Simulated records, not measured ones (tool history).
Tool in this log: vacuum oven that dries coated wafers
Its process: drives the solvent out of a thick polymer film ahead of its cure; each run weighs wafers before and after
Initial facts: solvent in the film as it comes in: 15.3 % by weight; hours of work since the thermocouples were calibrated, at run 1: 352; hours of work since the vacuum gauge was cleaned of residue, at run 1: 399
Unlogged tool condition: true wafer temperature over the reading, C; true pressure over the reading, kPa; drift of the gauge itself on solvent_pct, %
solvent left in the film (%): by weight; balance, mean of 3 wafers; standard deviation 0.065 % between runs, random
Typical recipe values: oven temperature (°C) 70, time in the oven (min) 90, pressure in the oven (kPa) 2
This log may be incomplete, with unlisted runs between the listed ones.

run   hour  oven temperature (°C)  time in the oven (min)  pressure in the oven (kPa)  hours of work since the thermocouples were calibrated  hours of work since the vacuum gauge was cleaned of residue  solvent left in the film (%)
  1      0                     70                      90                           2                                                    352                                                          399                          4.05
  2   19.8                     70                      90                           2                                                    360                                                          408                          3.93
  3   40.8                     70                      90                           2                                                    369                                                          416                          4.08
  4   50.4                     70                      90                           2                                                    373                                                          420                          3.84
  5   67.7                     70                      90                           2                                                    380                                                          427                          3.97
  6   86.6                     70                      90                           2                                                    388                                                          435                             4
  7  106.9                     70                      90                           2                                                    396                                                          443                             4
  8  119.6                     70                      90                           2                                                    401                                                          448                          3.99
  9  135.2                     70                      90                           2                                                    408                                                          455                          3.92
 10  147.7                     70                      90                           2                                                    413                                                          460                          3.95
 11  167.3                     70                      90                           2                                                    421                                                          468                             4
 12  184.4                     70                      90                           2                                                    428                                                          475                          3.91
 13  195.1                     70                      90                           2                                                    432                                                          479                          3.95
 14  214.6                     70                      76                           2                                                    440                                                          487                          4.51
 15  233.7                     70                      76                           2                                                    448                                                          495                          4.63
 16    248                     70                      48                           2                                                    454                                                          501                          6.53
 17  259.2                     70                      62                           2                                                    458                                                          506                          5.43
 18  273.6                     70                      51                           2                                                    464                                                          511                          6.26
 19  293.8                     70                      51                           2                                                    473                                                          520                          6.33
 20  302.7                     70                      51                           2                                                    476                                                          523                          6.23
 21  313.2                     70                      51                           2                                                    481                                                          528                          6.24
 22  325.5                     70                      51                           2                                                    486                                                          533                          6.32
 23  335.8                     70                      51                           2                                                    490                                                          537                          6.35
 24  348.9                     70                      67                        1.74                                                    495                                                          542                           5.1
 25  359.3                     70                      90                        1.04                                                    499                                                          547                           3.5
 26    370                     70                      66                        1.04                                                    504                                                          551                          4.73
 27  383.7                     84                      87                        1.57                                                    509                                                          557                          0.71
 28  402.1                     67                      87                        1.02                                                    517                                                          564                          4.69
 29  415.7                     67                      87                        2.12                                                    522                                                          570                          5.26
 30  429.2                     68                      54                        1.41                                                    528                                                          575                          6.53
 31    441                     70                      52                        4.95                                                    533                                                          580                          7.03
 32  454.3                     77                     105                           2                                                    538                                                          585                          1.48
 33  471.2                     71                      50                        5.59                                                    545                                                          592                          7.13
 34    485                     79                      90                        5.25                                                    551                                                          598                          2.52
 35  499.6                     70                      87                        2.12                                                    557                                                          604                          4.07
 36  518.9                     70                      68                        2.56                                                    565                                                          612                          5.22
 37  538.8                     70                      83                        1.05                                                    573                                                          620                          3.82
 38  549.5                     80                      48                           2                                                    577                                                          624                          2.93
 39  564.9                     60                      66                           2                                                    584                                                          631                          8.87
 40  580.9                     65                      53                        6.94                                                    590                                                          637                          9.31
 41  602.4                     80                     159                        1.17                                                    599                                                          646                          0.57

Predict each of these 3 candidate next runs independently; none follows another, all start after run 41:
  A  618.9                     80                     159                        5.86                                                    606                                                          653                             ?
  B  618.9                     72                     102                        6.99                                                    606                                                          653                             ?
  C  618.9                     70                      74                           2                                                    606                                                          653                             ?

run  solvent left in the film (%)
  A                          2.19
  B                          4.85
  C                          4.62
The same runs, with their run-to-run variation unchanged, on a tool lacking any hidden condition would have given:
run  solvent left in the film (%)
  A                          2.28
  B                          5.18
  C                          4.98
